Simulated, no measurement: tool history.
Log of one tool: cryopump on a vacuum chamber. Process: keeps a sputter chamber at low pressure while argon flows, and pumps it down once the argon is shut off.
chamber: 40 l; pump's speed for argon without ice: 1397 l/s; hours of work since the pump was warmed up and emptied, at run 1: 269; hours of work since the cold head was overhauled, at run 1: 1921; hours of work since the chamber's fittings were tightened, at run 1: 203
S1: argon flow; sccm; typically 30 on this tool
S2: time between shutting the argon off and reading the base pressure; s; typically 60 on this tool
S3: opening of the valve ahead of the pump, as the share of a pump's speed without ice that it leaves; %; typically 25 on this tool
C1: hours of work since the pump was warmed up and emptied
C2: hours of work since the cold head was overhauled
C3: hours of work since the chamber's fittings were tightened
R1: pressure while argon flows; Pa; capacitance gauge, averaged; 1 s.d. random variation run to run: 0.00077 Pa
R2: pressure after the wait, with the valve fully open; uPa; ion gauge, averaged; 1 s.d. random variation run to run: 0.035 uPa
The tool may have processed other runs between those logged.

| run | day | S1 | S2 | S3 | C1 | C2 | C3 | R1 | R2 |
|---|---|---|---|---|---|---|---|---|---|
| 1 | 0.000 | 30 | 60 | 25 | 269 | 1921 | 203 | 0.1570 | 2.05 |
| 2 | 3.671 | 20 | 60 | 25 | 321 | 1974 | 256 | 0.1066 | 2.11 |
| 3 | 6.608 | 20 | 60 | 25 | 364 | 2016 | 298 | 0.1085 | 2.17 |
|  | 8.483 | pump warmed up, emptied and cooled again |
| 4 | 9.229 | 20 | 60 | 25 | 11 | 2051 | 333 | 0.0970 | 2.11 |
| 5 | 12.146 | 30 | 60 | 25 | 53 | 2093 | 375 | 0.1492 | 2.13 |
| 6 | 14.346 | 28 | 60 | 25 | 84 | 2124 | 406 | 0.1396 | 2.09 |
| 7 | 17.200 | 30 | 60 | 25 | 125 | 2165 | 447 | 0.1515 | 2.16 |
| 8 | 21.200 | 30 | 60 | 25 | 183 | 2223 | 505 | 0.1538 | 2.14 |
| 9 | 23.575 | 30 | 60 | 25 | 217 | 2257 | 539 | 0.1538 | 2.22 |
| 10 | 26.950 | 30 | 60 | 25 | 265 | 2305 | 587 | 0.1582 | 2.23 |
| 11 | 28.900 | 30 | 114 | 25 | 293 | 2333 | 615 | 0.1598 | 1.50 |
| 12 | 33.175 | 30 | 114 | 25 | 355 | 2395 | 677 | 0.1634 | 1.58 |
|  | 35.717 | pump warmed up, emptied and cooled again |
| 13 | 36.217 | 30 | 114 | 25 | 7 | 2436 | 717 | 0.1458 | 1.39 |
| 14 | 38.888 | 30 | 60 | 31 | 46 | 2474 | 756 | 0.1194 | 2.18 |
| 15 | 41.096 | 30 | 60 | 31 | 77 | 2506 | 787 | 0.1221 | 2.19 |
| 16 | 44.833 | 30 | 60 | 31 | 131 | 2559 | 841 | 0.1236 | 2.26 |
| 17 | 48.621 | 30 | 60 | 31 | 185 | 2614 | 896 | 0.1264 | 2.29 |
| 18 | 52.646 | 16 | 60 | 25 | 243 | 2672 | 953 | 0.0831 | 2.32 |
| 19 | 55.462 | 30 | 97 | 19 | 284 | 2712 | 994 | 0.2033 | 1.76 |
| 20 | 58.325 | 22 | 97 | 18 | 325 | 2753 | 1035 | 0.1597 | 1.82 |
| 21 | 61.788 | 23 | 47 | 36 | 375 | 2803 | 1085 | 0.0920 | 3.00 |
|  | 62.683 | pump warmed up, emptied and cooled again |
| 22 | 64.475 | 24 | 188 | 25 | 26 | 2838 | 1120 | 0.1185 | 1.11 |
| 23 | 68.250 | 16 | 35 | 41 | 80 | 2893 | 1175 | 0.0497 | 3.56 |
| 24 | 71.858 | 17 | 60 | 25 | 132 | 2945 | 1226 | 0.0851 | 2.41 |
| 25 | 75.721 | 17 | 35 | 25 | 187 | 3000 | 1282 | 0.0881 | 3.56 |
| 26 | 78.296 | 43 | 122 | 26 | 224 | 3037 | 1319 | 0.2137 | 1.65 |
| 27 | 80.604 | 43 | 122 | 26 | 257 | 3070 | 1352 | 0.2184 | 1.65 |
| 28 | 84.838 | 12 | 95 | 51 | 318 | 3131 | 1413 | 0.0346 | 1.95 |
| 29 | 88.446 | 12 | 95 | 51 | 370 | 3183 | 1465 | 0.0365 | 2.05 |
|  | 89.679 | pump warmed up, emptied and cooled again |
| 30 | 91.308 | 12 | 95 | 51 | 23 | 3221 | 1503 | 0.0295 | 1.79 |
| 31 | 93.833 | 17 | 60 | 25 | 60 | 3257 | 1539 | 0.0843 | 2.41 |
| 32 | 96.842 | 17 | 60 | 25 | 103 | 3300 | 1582 | 0.0856 | 2.50 |
| 33 | 98.983 | 17 | 60 | 25 | 134 | 3331 | 1613 | 0.0862 | 2.62 |

Subtracting, for every run, the result it would have given without the tool's unlogged condition from the measured result gives the following. The same run-to-run variation enters both numbers; the gauge's scatter may not:
Unlogged tool condition in this case: pump's speed, % of a pump's without ice; cold plate's temperature, K; leak into the chamber, uPa l/s; drift of the gauge itself on working_pa, %; drift of the gauge itself on base_upa, %.
| run | R1 | R2 |
|---|---|---|
| 1 | +0.0117 | +0.19 |
| 2 | +0.0099 | +0.24 |
| 3 | +0.0117 | +0.29 |
| 4 | +0.0010 | +0.15 |
| 5 | +0.0030 | +0.18 |
| 6 | +0.0039 | +0.20 |
| 7 | +0.0058 | +0.23 |
| 8 | +0.0083 | +0.28 |
| 9 | +0.0100 | +0.31 |
| 10 | +0.0125 | +0.35 |
| 11 | +0.0140 | +0.39 |
| 12 | +0.0178 | +0.45 |
| 13 | +0.0014 | +0.27 |
| 14 | +0.0026 | +0.29 |
| 15 | +0.0039 | +0.31 |
| 16 | +0.0060 | +0.36 |
| 17 | +0.0085 | +0.40 |
| 18 | +0.0059 | +0.46 |
| 19 | +0.0132 | +0.51 |
| 20 | +0.0116 | +0.56 |
| 21 | +0.0147 | +0.64 |
| 22 | +0.0018 | +0.38 |
| 23 | +0.0021 | +0.44 |
| 24 | +0.0033 | +0.49 |
| 25 | +0.0049 | +0.53 |
| 26 | +0.0147 | +0.60 |
| 27 | +0.0173 | +0.63 |
| 28 | +0.0063 | +0.71 |
| 29 | +0.0076 | +0.81 |
| 30 | +0.0009 | +0.51 |
| 31 | +0.0019 | +0.53 |
| 32 | +0.0029 | +0.58 |
| 33 | +0.0035 | +0.64 |
